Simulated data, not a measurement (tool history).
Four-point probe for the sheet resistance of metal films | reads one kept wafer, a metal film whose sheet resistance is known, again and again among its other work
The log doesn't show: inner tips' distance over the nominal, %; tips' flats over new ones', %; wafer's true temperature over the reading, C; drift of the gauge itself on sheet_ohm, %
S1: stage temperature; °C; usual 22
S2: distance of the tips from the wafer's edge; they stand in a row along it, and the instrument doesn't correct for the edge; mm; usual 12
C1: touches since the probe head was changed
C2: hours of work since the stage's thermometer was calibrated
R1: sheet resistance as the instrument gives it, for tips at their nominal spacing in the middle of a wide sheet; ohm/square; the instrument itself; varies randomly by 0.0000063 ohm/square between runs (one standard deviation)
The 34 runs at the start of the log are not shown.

run    hour  S1  S2     C1    C2        R1
 35  1492.3  33   5  44347  2031  0.031551
 36  1546.2  33   5  45779  2062  0.031558
 37  1588.5  33   5  46903  2087  0.031553
 38  1644.1  21  10  48380  2119  0.031672
 39  1670.9  21  10  49092  2135  0.031666
 40  1720.1  21  10  50399  2164  0.031667
 41  1775.8  30   7  51881  2196  0.031541
 42  1804.1  22  19  52634  2213  0.031625
 43  1856.3  22   4  54019  2244  0.031875
 44  1883.7  27   3  54749  2260  0.031967
 45  1942.5  20   3  56311  2294  0.032126

Below are 4 alternative next runs, each starting from the tool's condition after run 45. Predict each:
  A  1984.2  19  12  57420  2318   ?
  B  1984.2  24   5  57420  2318   ?
  C  1984.2  35  26  57420  2318   ?
  D  1984.2  24  16  57420  2318   ?

run        R1
  A  0.031714
  B  0.031739
  C  0.031370
  D  0.031579
What these runs would have given with no unlogged condition in the tool:
run        R1
  A  0.031624
  B  0.031648
  C  0.031280
  D  0.031489
